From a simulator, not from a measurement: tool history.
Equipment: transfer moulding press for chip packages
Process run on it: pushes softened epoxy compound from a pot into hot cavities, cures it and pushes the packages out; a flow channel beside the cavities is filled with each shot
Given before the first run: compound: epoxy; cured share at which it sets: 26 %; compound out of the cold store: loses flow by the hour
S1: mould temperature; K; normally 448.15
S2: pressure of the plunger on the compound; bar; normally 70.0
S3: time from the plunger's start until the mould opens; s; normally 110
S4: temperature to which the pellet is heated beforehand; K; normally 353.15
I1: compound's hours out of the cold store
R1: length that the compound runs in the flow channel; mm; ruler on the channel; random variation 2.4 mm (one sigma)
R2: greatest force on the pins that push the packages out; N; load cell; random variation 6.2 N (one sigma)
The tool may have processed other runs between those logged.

run	hour	S1	S2	S3	S4	I1	R1	R2
1	0.0	448.15	70.0	110	353.15	8.0	707	241
2	24.8	448.15	70.0	110	349.15	45.6	614	242
# hour 37.9: cavities cleaned with cleaning compound and waxed
3	67.8	448.15	83.2	110	353.15	31.0	708	240
4	89.4	448.15	83.2	110	353.15	22.2	735	246
# hour 99.2: mould's thermocouples calibrated
# hour 114.3: cavities cleaned with cleaning compound and waxed
5	129.5	448.15	70.0	110	353.15	18.2	680	241
6	170.8	445.15	70.0	110	353.15	38.6	638	252
# hour 190.3: cavities cleaned with cleaning compound and waxed
7	194.2	448.15	67.8	110	353.15	34.9	633	238
8	214.4	448.15	67.8	110	353.15	19.5	667	233
9	251.1	448.15	70.0	110	353.15	38.7	636	241
# hour 265.1: cavities cleaned with cleaning compound and waxed
10	292.9	448.15	70.0	110	353.15	30.4	651	238
11	331.0	448.15	70.0	110	353.15	14.3	689	244
# hour 338.9: cavities cleaned with cleaning compound and waxed
12	358.8	448.15	70.0	110	353.15	9.5	700	239
13	398.4	448.15	70.0	110	353.15	17.6	682	241
# hour 414.2: cavities cleaned with cleaning compound and waxed
14	427.9	448.15	70.0	110	353.15	23.6	670	236
15	447.2	448.15	70.0	110	353.15	34.0	640	247

What does the tool deliver on the next run?
# hour 468.2: plunger's sealing rings changed
# hour 491.9: cavities cleaned with cleaning compound and waxed
16	493.9	448.15	70.0	110	353.15	28.6	?	?

Run 16 measured R1 656 mm, R2 227 N.
Were there no unlogged condition in the tool, this run, its random variation unchanged, would have produced R1 657 mm, R2 226 N.
